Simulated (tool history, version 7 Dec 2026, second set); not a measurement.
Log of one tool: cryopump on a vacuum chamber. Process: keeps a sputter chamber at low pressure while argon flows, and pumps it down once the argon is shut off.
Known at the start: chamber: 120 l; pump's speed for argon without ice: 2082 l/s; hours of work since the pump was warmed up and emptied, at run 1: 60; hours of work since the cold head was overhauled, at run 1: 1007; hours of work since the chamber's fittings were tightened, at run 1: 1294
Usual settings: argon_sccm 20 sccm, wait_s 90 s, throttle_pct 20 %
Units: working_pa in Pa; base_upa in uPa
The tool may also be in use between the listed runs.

| run | day | argon_sccm | wait_s | throttle_pct | hours of work since the pump was warmed up and emptied | hours of work since the cold head was overhauled | hours of work since the chamber's fittings were tightened | working_pa | base_upa |
|---|---|---|---|---|---|---|---|---|---|
| 1 | 0.000 | 20 | 90 | 20 | 60 | 1007 | 1294 | 0.0825 | 1.31 |
| 2 | 2.929 | 20 | 90 | 20 | 117 | 1065 | 1352 | 0.0818 | 1.37 |
| 3 | 5.988 | 20 | 90 | 20 | 177 | 1124 | 1411 | 0.0830 | 1.44 |
| 4 | 9.450 | 20 | 90 | 20 | 244 | 1192 | 1479 | 0.0838 | 1.43 |
| 5 | 12.325 | 20 | 90 | 20 | 300 | 1248 | 1535 | 0.0837 | 1.50 |
| 6 | 14.392 | 20 | 90 | 31 | 341 | 1288 | 1575 | 0.0549 | 1.54 |
| 7 | 16.712 | 20 | 90 | 31 | 386 | 1334 | 1621 | 0.0544 | 1.60 |
| 8 | 20.154 | 20 | 90 | 31 | 453 | 1401 | 1688 | 0.0550 | 1.64 |
| 9 | 21.729 | 20 | 90 | 31 | 484 | 1432 | 1719 | 0.0560 | 1.68 |
| 10 | 23.779 | 20 | 90 | 31 | 524 | 1472 | 1759 | 0.0562 | 1.67 |
| 11 | 26.838 | 11 | 90 | 20 | 584 | 1531 | 1818 | 0.0470 | 1.77 |
| 12 | 28.550 | 11 | 90 | 20 | 617 | 1565 | 1852 | 0.0468 | 1.79 |
| 13 | 30.300 | 11 | 90 | 20 | 651 | 1599 | 1886 | 0.0467 | 1.90 |
| 14 | 33.104 | 17 | 90 | 20 | 706 | 1654 | 1941 | 0.0727 | 1.95 |
| 15 | 35.188 | 20 | 90 | 20 | 747 | 1694 | 1981 | 0.0859 | 1.98 |
| 16 | 36.858 | 20 | 90 | 20 | 779 | 1727 | 2014 | 0.0857 | 2.00 |
| 17 | 39.071 | 20 | 90 | 20 | 823 | 1770 | 2057 | 0.0868 | 2.03 |
| 18 | 41.779 | 20 | 90 | 20 | 875 | 1823 | 2110 | 0.0873 | 2.13 |
| 19 | 43.421 | 20 | 90 | 20 | 907 | 1855 | 2142 | 0.0868 | 2.19 |
|  | 43.929 | pump warmed up, emptied and cooled again |
| 20 | 46.096 | 20 | 35 | 21 | 42 | 1903 | 2190 | 0.0776 | 2.58 |
| 21 | 47.612 | 20 | 84 | 31 | 72 | 1933 | 2220 | 0.0529 | 1.81 |
| 22 | 49.575 | 9 | 25 | 21 | 110 | 1971 | 2258 | 0.0351 | 3.13 |
| 23 | 52.683 | 20 | 90 | 32 | 171 | 2032 | 2319 | 0.0525 | 1.90 |
| 24 | 54.879 | 40 | 268 | 28 | 214 | 2075 | 2362 | 0.1194 | 1.64 |
| 25 | 58.442 | 40 | 134 | 27 | 283 | 2144 | 2431 | 0.1236 | 1.81 |
| 26 | 61.404 | 12 | 223 | 32 | 341 | 2202 | 2489 | 0.0315 | 1.78 |
| 27 | 62.975 | 19 | 25 | 32 | 372 | 2233 | 2520 | 0.0514 | 3.33 |
| 28 | 65.696 | 20 | 37 | 43 | 425 | 2286 | 2573 | 0.0408 | 2.93 |
| 29 | 68.971 | 35 | 134 | 43 | 489 | 2350 | 2637 | 0.0714 | 2.12 |
| 30 | 71.296 | 20 | 24 | 39 | 534 | 2395 | 2682 | 0.0454 | 3.67 |
| 31 | 72.967 | 31 | 71 | 39 | 567 | 2428 | 2715 | 0.0702 | 2.48 |
| 32 | 75.962 | 31 | 71 | 39 | 625 | 2486 | 2773 | 0.0710 | 2.54 |
| 33 | 78.600 | 36 | 91 | 23 | 677 | 2538 | 2825 | 0.1346 | 2.48 |
| 34 | 81.917 | 9 | 209 | 27 | 742 | 2603 | 2890 | 0.0286 | 2.29 |
|  | 83.446 | leaking fittings of the chamber tightened, without venting |
| 35 | 84.696 | 9 | 209 | 27 | 794 | 2655 | 24 | 0.0289 | 0.45 |

Hidden state or all else? Some run-to-run changes of working_pa, split into what the settings, what came in and random variation would give without the hidden state, and what is left for the hidden state (with any gauge scatter that isn't in both results):
The hidden state here: pump's speed, % of a pump's without ice; cold plate's temperature, K; leak into the chamber, uPa l/s; drift of the gauge itself on working_pa, %; drift of the gauge itself on base_upa, %.
Run 19 -> 20: wait_s 90 -> 35, throttle_pct 20 -> 21, pump warmed up, emptied and cooled again. working_pa -0.0092 Pa: hidden state -0.0057, all else -0.0035.
Run 23 -> 24: argon_sccm 20 -> 40, wait_s 90 -> 268, throttle_pct 32 -> 28. working_pa +0.0669 Pa: hidden state +0.0018, all else +0.0651.
Run 25 -> 26: argon_sccm 40 -> 12, wait_s 134 -> 223, throttle_pct 27 -> 32. working_pa -0.0921 Pa: hidden state -0.0025, all else -0.0896.
Run 28 -> 29: argon_sccm 20 -> 35, wait_s 37 -> 134. working_pa +0.0306 Pa: hidden state +0.0028, all else +0.0278.
Run 33 -> 34: argon_sccm 36 -> 9, wait_s 91 -> 209, throttle_pct 23 -> 27. working_pa -0.1060 Pa: hidden state -0.0058, all else -0.1002.
